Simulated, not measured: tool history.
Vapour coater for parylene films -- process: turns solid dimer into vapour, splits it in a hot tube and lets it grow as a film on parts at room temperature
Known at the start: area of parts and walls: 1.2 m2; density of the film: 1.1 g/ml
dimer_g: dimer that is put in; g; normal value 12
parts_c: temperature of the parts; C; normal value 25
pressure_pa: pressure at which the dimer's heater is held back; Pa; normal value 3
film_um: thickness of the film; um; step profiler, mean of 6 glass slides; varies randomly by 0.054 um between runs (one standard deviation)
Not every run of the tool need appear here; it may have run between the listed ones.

run	hour	dimer_g	parts_c	pressure_pa	film_um
1	0	12	25	3	5.6
2	17.8	12	25	3	5.51
3	28.9	12	25	3	5.45
4	53.5	17	25	3	7.48
5	69.7	17	25	3	8.89
6	93.1	17	25	3	8.91
7	106.2	12	25	3	6.29
8	129.6	9	25	3	4.54
9	149.5	9	25	3	4.5
10	172.1	12	18	3	7.15
11	194.3	12	18	3	7.09
12	208.5	12	18	3	6.9
13	233.1	12	18	3	6.9
14	252.3	12	18	3	6.78
15	277.2	12	18	3	6.75
16	298.7	12	18	3	6.61
17	314.4	12	25	3	5.55
18	332.4	12	25	3	5.5
19	359.3	12	25	3	6.34
20	380.9	14	36	3.11	5.46
21	396.2	14	18	2.28	8.76
22	422.1	14	18	8.62	7.99
23	446.4	15	19	3.7	8.62
24	467.3	12	26	2.2	5.9
25	492.4	11	25	3	5.4
26	512.4	11	25	8.44	5
27	533.7	8	25	10.78	3.51
28	549.9	6	25	10.85	2.64
29	572.8	12	25	2.06	5.67
30	591.4	8	25	3	3.62
31	609.5	8	25	3	3.7
32	626.6	5	25	2.06	2.73
33	648.2	7	20	2.2	4.23
34	671.3	9	24	4.26	4.68
35	692.2	19	25	3	9.64
36	703.7	8	37	2.41	3.03
37	720.1	20	30	8.58	8.23
38	733.3	20	18	2.64	12.09

Removed from this log: 3 entries logged between the listed runs. Between which two listed runs does each belong, and how does the tool's hidden state at the listed run before it compare with that at the listed run after it?
Logged between run 4 and run 5: trap's valve overhauled (hour 66.8)
  vapour lost through the trap's worn valve, %: 14.3 -> 0.2; true temperature of the parts over the reading, C: -0.62 -> -0.63
  measured result minus the result with no hidden state, film_um: -1.11 -> +0.12 um
Logged between run 18 and run 19: trap's valve overhauled (hour 343.3)
  vapour lost through the trap's worn valve, %: 14.3 -> 0.9; true temperature of the parts over the reading, C: -0.78 -> -0.79
  measured result minus the result with no hidden state, film_um: -0.79 -> +0.07 um
Logged between run 31 and run 32: trap's valve overhauled (hour 621)
  vapour lost through the trap's worn valve, %: 14.5 -> 0.9; true temperature of the parts over the reading, C: -0.94 -> -0.95
  measured result minus the result with no hidden state, film_um: -0.52 -> +0.04 um
